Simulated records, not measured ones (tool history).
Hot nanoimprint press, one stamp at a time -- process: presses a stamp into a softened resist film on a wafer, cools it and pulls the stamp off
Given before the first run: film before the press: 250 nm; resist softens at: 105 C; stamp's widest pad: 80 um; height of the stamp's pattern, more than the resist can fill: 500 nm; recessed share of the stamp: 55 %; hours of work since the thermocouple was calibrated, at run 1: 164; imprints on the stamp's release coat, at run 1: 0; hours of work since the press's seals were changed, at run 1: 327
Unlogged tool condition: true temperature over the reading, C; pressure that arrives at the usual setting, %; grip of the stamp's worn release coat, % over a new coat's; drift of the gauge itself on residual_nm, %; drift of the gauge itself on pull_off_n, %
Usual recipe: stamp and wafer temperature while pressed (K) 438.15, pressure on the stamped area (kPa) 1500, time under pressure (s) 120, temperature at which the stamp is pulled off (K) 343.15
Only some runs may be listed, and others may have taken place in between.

| run | hour | stamp and wafer temperature while pressed (K) | pressure on the stamped area (kPa) | time under pressure (s) | temperature at which the stamp is pulled off (K) | hours of work since the thermocouple was calibrated | imprints on the stamp's release coat | hours of work since the press's seals were changed | resist left under the stamp's widest pad (angstrom) | greatest force while the stamp is pulled off (N) |
|---|---|---|---|---|---|---|---|---|---|---|
| 1 | 0.0 | 438.15 | 1500 | 120 | 343.15 | 164 | 0 | 327 | 1169 | 216 |
| 2 | 39.5 | 438.15 | 1500 | 120 | 343.15 | 193 | 145 | 356 | 1169 | 203 |
| 3 | 66.9 | 438.15 | 1500 | 120 | 343.15 | 212 | 246 | 376 | 1167 | 209 |
| 4 | 102.1 | 438.15 | 1500 | 120 | 343.15 | 238 | 376 | 402 | 1172 | 213 |
| 5 | 120.5 | 438.15 | 1500 | 120 | 343.15 | 252 | 444 | 415 | 1172 | 208 |
| 6 | 156.1 | 438.15 | 1500 | 120 | 343.15 | 277 | 575 | 441 | 1170 | 214 |
| 7 | 195.5 | 438.15 | 1500 | 120 | 337.15 | 306 | 720 | 470 | 1177 | 223 |
| 8 | 213.4 | 438.15 | 1500 | 120 | 337.15 | 319 | 786 | 483 | 1175 | 227 |
| 9 | 230.1 | 438.15 | 1500 | 120 | 343.15 | 331 | 847 | 495 | 1179 | 218 |
| 10 | 250.0 | 433.15 | 1500 | 120 | 343.15 | 346 | 921 | 509 | 1377 | 206 |
| 11 | 285.0 | 438.15 | 1500 | 77 | 343.15 | 371 | 1050 | 535 | 1372 | 214 |
| 12 | 316.2 | 438.15 | 1500 | 162 | 343.15 | 394 | 1165 | 557 | 1058 | 214 |
| 13 | 343.4 | 438.15 | 1500 | 120 | 343.15 | 414 | 1265 | 577 | 1186 | 218 |
|  | 372.7 | press's hydraulic seals changed and the load cell set to zero |
| 14 | 378.6 | 438.15 | 1500 | 120 | 343.15 | 434 | 1365 | 4 | 1180 | 210 |
|  | 384.9 | plate thermocouple calibrated |
|  | 411.4 | stamp cleaned and given a new release coat |
| 15 | 417.5 | 438.15 | 1500 | 120 | 343.15 | 19 | 22 | 26 | 1180 | 202 |
| 16 | 450.3 | 438.15 | 2220 | 120 | 343.15 | 43 | 143 | 50 | 978 | 212 |
| 17 | 491.2 | 433.15 | 1180 | 89 | 336.15 | 73 | 293 | 80 | 1661 | 219 |
| 18 | 514.6 | 449.15 | 2280 | 120 | 343.15 | 90 | 380 | 97 | 673 | 210 |
| 19 | 543.6 | 441.15 | 2280 | 120 | 339.15 | 111 | 487 | 118 | 877 | 217 |
| 20 | 570.9 | 432.15 | 1240 | 218 | 329.15 | 131 | 587 | 138 | 1280 | 222 |
| 21 | 597.5 | 426.15 | 1090 | 109 | 343.15 | 150 | 685 | 157 | 1931 | 201 |
| 22 | 632.7 | 437.15 | 1500 | 116 | 343.15 | 176 | 815 | 183 | 1246 | 221 |
| 23 | 666.0 | 437.15 | 1500 | 116 | 343.15 | 200 | 937 | 207 | 1249 | 221 |
| 24 | 687.4 | 434.15 | 1350 | 116 | 336.15 | 216 | 1016 | 223 | 1434 | 222 |
| 25 | 711.2 | 434.15 | 1350 | 116 | 336.15 | 233 | 1104 | 240 | 1432 | 219 |
| 26 | 732.1 | 434.15 | 1350 | 116 | 336.15 | 248 | 1181 | 255 | 1434 | 227 |
| 27 | 763.7 | 434.15 | 1350 | 116 | 348.15 | 271 | 1297 | 278 | 1437 | 201 |
| 28 | 785.8 | 434.15 | 1350 | 116 | 348.15 | 288 | 1379 | 294 | 1433 | 205 |
|  | 814.1 | stamp cleaned and given a new release coat |
| 29 | 815.1 | 444.15 | 1790 | 94 | 349.15 | 304 | 3 | 311 | 1000 | 200 |

5 options for the next run, each taken on its own from the tool as it stands now. Forecast them:
| A | 846.7 | 444.15 | 1050 | 94 | 349.15 | 328 | 120 | 334 | ? | ? |
| B | 846.7 | 440.15 | 1340 | 188 | 349.15 | 328 | 120 | 334 | ? | ? |
| C | 846.7 | 438.15 | 2240 | 120 | 343.15 | 328 | 120 | 334 | ? | ? |
| D | 846.7 | 438.15 | 1460 | 123 | 343.15 | 328 | 120 | 334 | ? | ? |
| E | 846.7 | 443.15 | 1850 | 94 | 349.15 | 328 | 120 | 334 | ? | ? |

| run | resist left under the stamp's widest pad (angstrom) | greatest force while the stamp is pulled off (N) |
|---|---|---|
| A | 1296 | 199 |
| B | 1004 | 201 |
| C | 984 | 205 |
| D | 1203 | 210 |
| E | 1011 | 196 |
With the hidden condition removed and each run's random variation left untouched, the same runs would have given:
| run | resist left under the stamp's widest pad (angstrom) | greatest force while the stamp is pulled off (N) |
|---|---|---|
| A | 1262 | 199 |
| B | 978 | 201 |
| C | 959 | 205 |
| D | 1172 | 210 |
| E | 985 | 196 |
